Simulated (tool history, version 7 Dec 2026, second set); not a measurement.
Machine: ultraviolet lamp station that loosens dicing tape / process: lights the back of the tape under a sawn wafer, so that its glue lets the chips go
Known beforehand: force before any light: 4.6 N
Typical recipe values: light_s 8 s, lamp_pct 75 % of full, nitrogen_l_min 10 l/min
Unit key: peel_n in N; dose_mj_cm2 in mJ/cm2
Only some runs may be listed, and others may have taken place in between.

run	hour	light_s	lamp_pct	nitrogen_l_min	peel_n	dose_mj_cm2
1	0.0	8	75	10	0.411	185
2	27.8	8	75	10	0.447	184
3	49.2	8	75	10	0.437	180
4	69.2	8	66	10	0.557	160
5	87.5	8	66	10	0.542	160
6	118.1	8	66	10	0.561	159
7	137.2	8	92	10	0.314	217
8	158.1	8	92	10	0.304	216
9	188.2	12	75	10	0.211	265
10	206.3	12	75	10	0.214	260
11	222.6	9	75	10	0.377	189
12	260.1	9	75	10	0.401	191
13	297.4	9	75	10	0.414	192
14	325.1	9	75	10	0.411	187
15	364.9	9	70	10	0.489	170
16	401.7	9	70	10	0.495	166
# hour 441.0: window cleaned of glue's vapour
17	441.3	8	75	10	0.647	150
18	468.2	8	75	10	0.672	142
19	499.0	8	75	10	0.671	143
20	520.2	6	75	10	1.046	110
21	548.5	8	63	10	0.942	119
22	584.1	8	75	13	0.634	140
23	606.5	8	94	13	0.431	174
# hour 612.5: window cleaned of glue's vapour, once more
24	633.1	12	98	10	0.141	358
25	664.7	9	83	11	0.280	223
26	685.0	14	77	5	0.248	319
27	723.1	14	77	5	0.245	313
28	739.3	8	76	13	0.395	175
29	778.6	8	76	13	0.409	174
30	797.3	5	97	10	0.688	137
31	822.8	5	75	4	1.697	107
32	850.7	5	75	4	1.612	105
33	884.5	8	87	10	0.413	190
34	917.5	7	68	10	0.775	132
35	942.1	5	68	10	1.338	94
36	969.1	5	68	10	1.332	95
37	989.0	8	62	10	0.766	130
38	1014.2	10	62	4	0.949	164
39	1042.1	8	75	10	0.583	152
40	1073.3	8	75	10	0.627	156
41	1104.1	8	75	10	0.600	152
42	1137.9	5	60	10	1.656	75
43	1166.8	8	75	6	0.880	149

Here are 3 independent what-if runs from the current tool condition. What would each one return?
A	1202.5	8	75	8	?	?
B	1202.5	7	75	3	?	?
C	1202.5	12	76	3	?	?

run	peel_n	dose_mj_cm2
A	0.750	145
B	1.501	128
C	0.684	217
Without the tool's unlogged condition, the same runs would have read:
run	peel_n	dose_mj_cm2
A	0.302	236
B	0.782	208
C	0.269	354

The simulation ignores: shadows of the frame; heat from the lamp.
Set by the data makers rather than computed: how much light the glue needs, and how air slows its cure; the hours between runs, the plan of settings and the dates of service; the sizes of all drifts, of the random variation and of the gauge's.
